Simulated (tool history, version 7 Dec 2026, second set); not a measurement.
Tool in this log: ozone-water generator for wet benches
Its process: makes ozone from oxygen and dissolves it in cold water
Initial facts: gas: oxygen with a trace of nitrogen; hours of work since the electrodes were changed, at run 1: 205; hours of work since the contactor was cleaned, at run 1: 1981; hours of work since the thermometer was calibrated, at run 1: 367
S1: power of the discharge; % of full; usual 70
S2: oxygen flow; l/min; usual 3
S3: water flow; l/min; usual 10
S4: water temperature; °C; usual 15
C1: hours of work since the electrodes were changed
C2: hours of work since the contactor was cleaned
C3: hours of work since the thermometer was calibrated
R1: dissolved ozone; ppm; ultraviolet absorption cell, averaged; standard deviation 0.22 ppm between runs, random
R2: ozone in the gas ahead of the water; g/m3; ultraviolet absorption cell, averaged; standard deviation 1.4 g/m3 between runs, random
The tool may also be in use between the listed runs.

Run 1, hour 0: usual settings; C1 205; C2 1981; C3 367. Result: R1 33.3 ppm, R2 271.1 g/m3.
Run 2, hour 190: usual settings; C1 322; C2 2098; C3 484. Result: R1 33.9 ppm, R2 273.6 g/m3.
Run 3, hour 289.4: usual settings; C1 384; C2 2160; C3 545. Result: R1 33.5 ppm, R2 272 g/m3.
Run 4, hour 469.3: usual settings; C1 494; C2 2270; C3 656. Result: R1 33.6 ppm, R2 273.6 g/m3.
Run 5, hour 573.5: usual settings; C1 559; C2 2335; C3 720. Result: R1 33.4 ppm, R2 275.1 g/m3.
Run 6, hour 740.8: usual settings; C1 662; C2 2438; C3 823. Result: R1 33.5 ppm, R2 275.3 g/m3.
Run 7, hour 849.4: usual settings but S1 46 % of full; C1 729; C2 2505; C3 890. Result: R1 23.3 ppm, R2 193.1 g/m3.
Run 8, hour 1044.5: usual settings but S1 46 % of full; C1 849; C2 2625; C3 1010. Result: R1 23.5 ppm, R2 193.2 g/m3.
Run 9, hour 1137.8: usual settings; C1 906; C2 2682; C3 1068. Result: R1 33.6 ppm, R2 275.9 g/m3.
Run 10, hour 1331.9: usual settings; C1 1026; C2 2802; C3 1187. Result: R1 33.2 ppm, R2 273.5 g/m3.
Run 11, hour 1518: usual settings; C1 1141; C2 2917; C3 1302. Result: R1 33.3 ppm, R2 274.5 g/m3.
Run 12, hour 1624: usual settings; C1 1206; C2 2982; C3 1367. Result: R1 33.2 ppm, R2 275.3 g/m3.
Run 13, hour 1788.1: usual settings but S2 3.71 l/min, S4 18 °C; C1 1307; C2 3083; C3 1468. Result: R1 32.3 ppm, R2 256.3 g/m3.
Run 14, hour 1882: usual settings but S2 3.71 l/min, S4 18 °C; C1 1365; C2 3141; C3 1526. Result: R1 32.4 ppm, R2 256 g/m3.
At hour 2017.2: gauge calibrated.
Run 15, hour 2017.2: usual settings but S1 53 % of full, S3 8 l/min, S4 13 °C; C1 1448; C2 3224; C3 1610. Result: R1 32 ppm, R2 213.9 g/m3.
Run 16, hour 2164.5: usual settings but S2 2.11 l/min; C1 1539; C2 3315; C3 1700. Result: R1 31.2 ppm, R2 312.6 g/m3.
Run 17, hour 2272.5: usual settings but S2 2.11 l/min; C1 1605; C2 3381; C3 1767. Result: R1 31.1 ppm, R2 314.6 g/m3.
Run 18, hour 2430.6: usual settings but S2 2.11 l/min; C1 1703; C2 3479; C3 1864. Result: R1 31.3 ppm, R2 316.4 g/m3.
Run 19, hour 2575.1: usual settings but S1 72 % of full, S2 2.11 l/min, S3 11 l/min; C1 1792; C2 3568; C3 1953. Result: R1 29.2 ppm, R2 321.4 g/m3.
Run 20, hour 2748.6: usual settings but S1 83 % of full, S2 1.67 l/min, S3 11 l/min, S4 13 °C; C1 1899; C2 3675; C3 2060. Result: R1 32.1 ppm, R2 399.9 g/m3.

Below, some changes in R2 between adjacent runs. For each, the amount present without the hidden state too (settings, incoming material, random variation) and the amount remaining for the hidden state with gauge scatter not shared by both compared results:
Unlogged tool condition in this case: yield of the discharge, % of new electrodes'; contactor's efficiency, % of a clean one's; true water temperature over the reading, C; drift of the gauge itself on ozone_ppm, %; drift of the gauge itself on gas_g_m3, %.
Run 8 -> 9: S1 46 -> 70. R2 +82.7 g/m3: hidden state +1.5, all else +81.2.
Run 14 -> 15: S1 70 -> 53, S2 3.71 -> 3, S3 10 -> 8, S4 18 -> 13, gauge calibrated. R2 -42.1 g/m3: hidden state -6.7, all else -35.4.
Run 15 -> 16: S1 53 -> 70, S2 3 -> 2.11, S3 8 -> 10, S4 13 -> 15. R2 +98.7 g/m3: hidden state +0.5, all else +98.2.

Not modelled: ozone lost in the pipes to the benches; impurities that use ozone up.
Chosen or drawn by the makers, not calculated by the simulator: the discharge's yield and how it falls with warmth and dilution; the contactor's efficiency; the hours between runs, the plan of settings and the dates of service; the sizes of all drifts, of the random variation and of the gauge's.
